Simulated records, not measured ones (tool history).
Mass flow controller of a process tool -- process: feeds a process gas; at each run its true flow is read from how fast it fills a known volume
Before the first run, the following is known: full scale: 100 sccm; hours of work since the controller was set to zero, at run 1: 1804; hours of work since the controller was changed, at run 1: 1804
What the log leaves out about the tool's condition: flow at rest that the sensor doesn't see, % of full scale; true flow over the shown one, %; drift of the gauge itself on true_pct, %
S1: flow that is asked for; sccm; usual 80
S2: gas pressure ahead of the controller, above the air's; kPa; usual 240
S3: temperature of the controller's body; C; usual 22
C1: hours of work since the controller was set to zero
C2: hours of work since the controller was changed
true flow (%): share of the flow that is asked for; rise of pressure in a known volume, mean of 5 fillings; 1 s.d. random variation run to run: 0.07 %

Run 1, hour 0.0: usual settings; C1 1804; C2 1804. Result: true flow (%) 98.69.
Run 2, hour 58.2: usual settings; C1 1824; C2 1824. Result: true flow (%) 98.57.
Run 3, hour 164.7: usual settings but S1 11 sccm; C1 1861; C2 1861. Result: true flow (%) 98.17.
Run 4, hour 222.0: usual settings but S1 11 sccm; C1 1881; C2 1881. Result: true flow (%) 98.21.
Run 5, hour 351.0: usual settings but S1 11 sccm; C1 1925; C2 1925. Result: true flow (%) 98.23.
Run 6, hour 458.8: usual settings but S1 11 sccm; C1 1962; C2 1962. Result: true flow (%) 98.04.
Run 7, hour 548.1: usual settings but S1 11 sccm; C1 1993; C2 1993. Result: true flow (%) 98.13.
Run 8, hour 666.9: usual settings but S1 46 sccm, S2 194 kPa; C1 2034; C2 2034. Result: true flow (%) 97.90.
Run 9, hour 779.7: usual settings but S1 41 sccm, S2 194 kPa, S3 24 C; C1 2073; C2 2073. Result: true flow (%) 97.83.
Run 10, hour 874.8: usual settings but S2 144 kPa, S3 21 C; C1 2105; C2 2105. Result: true flow (%) 98.93.
Run 11, hour 980.1: usual settings but S2 144 kPa, S3 21 C; C1 2142; C2 2142. Result: true flow (%) 98.93.
Run 12, hour 1068.7: usual settings but S1 21 sccm, S2 266 kPa; C1 2172; C2 2172. Result: true flow (%) 97.51.
Run 13, hour 1133.1: usual settings but S2 239 kPa, S3 26 C; C1 2194; C2 2194. Result: true flow (%) 98.32.

Some steps in true flow (%) between neighbouring runs. How much of each would the tool show without its hidden state too (settings, what came in, random variation), and how much is left for the hidden state, with any gauge scatter that isn't in both results?
Run 2 -> 3: S1 80 -> 11. true flow (%) -0.40: hidden state +1.37, all else -1.77.
Run 11 -> 12: S1 80 -> 21, S2 144 -> 266, S3 21 -> 22. true flow (%) -1.42: hidden state +0.71, all else -2.13.
